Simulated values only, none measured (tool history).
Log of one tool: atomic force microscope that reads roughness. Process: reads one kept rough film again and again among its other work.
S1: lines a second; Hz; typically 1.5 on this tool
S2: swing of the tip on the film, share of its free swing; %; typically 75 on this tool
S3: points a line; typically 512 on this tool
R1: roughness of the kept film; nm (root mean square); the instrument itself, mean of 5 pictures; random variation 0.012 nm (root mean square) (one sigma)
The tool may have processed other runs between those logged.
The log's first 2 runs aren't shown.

run	hour	S1	S2	S3	R1
3	30.8	1.5	75	512	2.875
4	53.5	1.5	75	512	2.859
5	70.3	1.5	75	512	2.881
6	84.3	1.5	75	512	2.879
# hour 90.1: new tip fitted
7	109.1	1.5	75	273	2.837
8	128.7	1.5	75	273	2.807
9	139.8	1.5	75	273	2.82
10	162.1	1.5	75	512	2.868
11	182.2	1.5	75	512	2.888
12	192.8	1.5	64	512	2.918
13	207	1.5	64	512	2.928
14	220	1.5	64	512	2.929
15	231.1	0.8	64	512	2.954
16	248.6	3.17	75	512	2.751
17	259.6	3.17	75	512	2.754
# hour 261.6: new tip fitted
18	274	3.17	75	512	2.776
19	289	3.17	75	443	2.754
20	311	3.17	75	443	2.758
21	329.5	1.5	75	512	2.88
22	343.5	1.5	75	512	2.893
23	362.5	1.5	75	512	2.888

Predict the results of run 24:
24	377.6	0.74	60	512	?

{"run 24": {"R1": 2.946}}
Were there no unlogged condition in the tool, this run, its random variation unchanged, would have produced R1 2.959 nm (root mean square).
